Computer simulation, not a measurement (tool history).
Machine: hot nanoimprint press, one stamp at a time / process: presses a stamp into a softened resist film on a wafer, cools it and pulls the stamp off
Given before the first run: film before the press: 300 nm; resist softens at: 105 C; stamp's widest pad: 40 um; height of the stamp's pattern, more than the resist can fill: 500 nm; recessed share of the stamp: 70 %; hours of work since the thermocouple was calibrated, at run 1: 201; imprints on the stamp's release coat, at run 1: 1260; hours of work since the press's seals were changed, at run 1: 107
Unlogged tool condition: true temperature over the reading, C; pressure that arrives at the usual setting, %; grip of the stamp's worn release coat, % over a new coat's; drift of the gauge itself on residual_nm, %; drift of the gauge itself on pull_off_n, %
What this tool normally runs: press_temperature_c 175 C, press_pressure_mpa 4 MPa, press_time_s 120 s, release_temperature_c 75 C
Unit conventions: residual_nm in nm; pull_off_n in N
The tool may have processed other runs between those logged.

| run | day | press_temperature_c | press_pressure_mpa | press_time_s | release_temperature_c | hours of work since the thermocouple was calibrated | imprints on the stamp's release coat | hours of work since the press's seals were changed | residual_nm | pull_off_n |
|---|---|---|---|---|---|---|---|---|---|---|
| 1 | 0 | 175 | 4 | 120 | 75 | 201 | 1260 | 107 | 171.6 | 274 |
| 2 | 0.679 | 175 | 4 | 120 | 75 | 208 | 1308 | 113 | 170.3 | 277 |
| 3 | 1.212 | 175 | 4 | 120 | 75 | 213 | 1345 | 119 | 169.5 | 272 |
| 4 | 1.804 | 175 | 4 | 120 | 80 | 218 | 1386 | 124 | 171.3 | 233 |
| 5 | 2.442 | 175 | 4 | 120 | 80 | 225 | 1430 | 130 | 170.6 | 246 |
| 6 | 2.996 | 175 | 4 | 120 | 80 | 230 | 1469 | 136 | 169.9 | 249 |
| 7 | 3.683 | 175 | 4 | 120 | 75 | 237 | 1517 | 142 | 170.5 | 291 |
| 8 | 4.117 | 175 | 5.19 | 120 | 75 | 241 | 1547 | 147 | 147.7 | 286 |
| 9 | 4.912 | 175 | 4 | 120 | 75 | 248 | 1603 | 154 | 170.6 | 280 |
| 10 | 5.312 | 175 | 4 | 120 | 75 | 252 | 1631 | 158 | 170.9 | 284 |
| 11 | 5.717 | 175 | 4 | 120 | 75 | 256 | 1659 | 162 | 170.5 | 284 |
| 12 | 6.529 | 175 | 4 | 120 | 75 | 264 | 1716 | 170 | 169.7 | 287 |
| 13 | 7.05 | 175 | 4 | 120 | 75 | 269 | 1752 | 175 | 170.4 | 283 |
| 14 | 7.812 | 175 | 4 | 120 | 75 | 276 | 1805 | 182 | 169.8 | 292 |
| 15 | 8.675 | 175 | 4 | 120 | 75 | 285 | 1865 | 190 | 169.7 | 297 |
| 16 | 9.508 | 175 | 4 | 120 | 75 | 293 | 1924 | 198 | 170.1 | 298 |
| 17 | 9.962 | 182 | 3.81 | 67 | 62 | 297 | 1955 | 203 | 176.5 | 416 |
| 18 | 10.675 | 182 | 6.18 | 137 | 62 | 304 | 2005 | 210 | 107.6 | 421 |
| 19 | 11.35 | 182 | 6.18 | 137 | 62 | 310 | 2052 | 216 | 107.4 | 426 |
| 20 | 11.829 | 182 | 6.18 | 137 | 62 | 315 | 2085 | 221 | 107.6 | 422 |
| 21 | 12.771 | 182 | 6.18 | 137 | 62 | 324 | 2151 | 230 | 108.4 | 435 |
| 22 | 13.312 | 174 | 4 | 120 | 67 | 329 | 2189 | 235 | 173.4 | 391 |
|  | 13.612 | stamp cleaned and given a new release coat |
| 23 | 14.229 | 174 | 4.88 | 60 | 67 | 336 | 43 | 241 | 189.3 | 244 |
| 24 | 14.958 | 174 | 4.88 | 60 | 67 | 343 | 94 | 248 | 190.3 | 248 |
| 25 | 15.612 | 174 | 4.91 | 168 | 67 | 349 | 140 | 255 | 140.8 | 261 |
| 26 | 16.317 | 180 | 4.91 | 125 | 67 | 356 | 189 | 261 | 133.6 | 266 |
| 27 | 16.938 | 180 | 4.91 | 125 | 67 | 362 | 232 | 267 | 132.1 | 254 |
| 28 | 17.462 | 178 | 4.69 | 120 | 75 | 367 | 269 | 272 | 145.4 | 204 |
| 29 | 18.458 | 170 | 4.74 | 79 | 75 | 376 | 338 | 282 | 195.2 | 221 |

Below, some changes in residual_nm between adjacent runs. For each, the amount present without the hidden state too (settings, incoming material, random variation) and the amount remaining for the hidden state with gauge scatter not shared by both compared results:
Run 17 -> 18: press_pressure_mpa 3.81 -> 6.18, press_time_s 67 -> 137. residual_nm -68.9 nm: hidden state +1.1, all else -70.
Run 21 -> 22: press_temperature_c 182 -> 174, press_pressure_mpa 6.18 -> 4, press_time_s 137 -> 120, release_temperature_c 62 -> 67. residual_nm +65 nm: hidden state -1.8, all else +66.8.
